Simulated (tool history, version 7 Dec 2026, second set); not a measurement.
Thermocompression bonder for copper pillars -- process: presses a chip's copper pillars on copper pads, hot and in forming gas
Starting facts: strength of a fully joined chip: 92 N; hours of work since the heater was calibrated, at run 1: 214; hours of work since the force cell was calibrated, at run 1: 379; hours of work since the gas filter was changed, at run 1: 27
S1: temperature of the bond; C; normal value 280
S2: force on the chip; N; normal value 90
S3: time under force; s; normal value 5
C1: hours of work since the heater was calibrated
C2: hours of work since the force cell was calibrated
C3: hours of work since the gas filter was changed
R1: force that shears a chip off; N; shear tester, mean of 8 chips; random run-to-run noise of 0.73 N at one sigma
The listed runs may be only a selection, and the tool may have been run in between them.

run     day   S1   S2  S3   C1   C2   C3    R1
  1   0.000  280   90   5  214  379   27  53.2
  2   0.571  280   90   5  225  389   37  53.0
  3   1.438  275   90   5  241  405   53  51.9
  4   2.217  275   90   5  255  419   67  51.2
  5   2.829  275   90   5  266  430   78  49.4
  6   3.279  275   90   5  274  438   86  50.4
  7   3.821  280  131   5  284  448   96  61.4
  8   4.425  280  131   5  295  459  107  62.0
  9   5.021  280  131   5  306  470  118  62.8
 10   5.538  280   90   5  315  479  127  52.2
 11   6.071  280   90   4  325  489  137  47.0
 12   6.538  280   90   4  333  497  145  49.0
      7.071  -- forming gas filter changed
 13   7.133  293   90   4  343  508    1  53.6
 14   7.650  293   90   4  353  517   11  55.6
 15   8.533  293   90   4  369  533   27  53.5
 16   8.938  293   90   4  376  541   34  53.7
 17   9.392  293   90   4  384  549   42  55.0
 18   9.879  293   90   4  393  558   51  54.5
 19  10.496  293   90   4  404  569   62  53.3
 20  11.333  280   90   5  420  584   77  51.5
 21  11.883  280   90   8  430  594   87  58.5
 22  12.475  293   94   5  440  605   98  59.0
 23  13.271  293   94   5  455  619  112  58.5
 24  13.971  293   94   5  467  632  125  56.9
 25  14.812  293   94   5  483  647  140  56.7
 26  15.317  280   90   5  492  656  150  51.3
     15.642  -- forming gas filter changed
 27  15.946  280   79   3  503  667    6  40.7
 28  16.438  280   90  14  512  676   14  68.4
 29  17.292  300   90   5  527  692   30  59.6
 30  18.142  281   94   7  543  707   45  59.6
 31  18.704  309   94  13  553  717   56  79.5
 32  19.575  309   94  13  569  733   71  77.1

Run 33, settings as shown, results not yet in. Your forecast:
 33  20.054  309  109   4  577  742  80   ?

R1: 64.0 N
On a tool with no hidden condition, and with the same random variation, this run would have come out at R1 65.8 N.

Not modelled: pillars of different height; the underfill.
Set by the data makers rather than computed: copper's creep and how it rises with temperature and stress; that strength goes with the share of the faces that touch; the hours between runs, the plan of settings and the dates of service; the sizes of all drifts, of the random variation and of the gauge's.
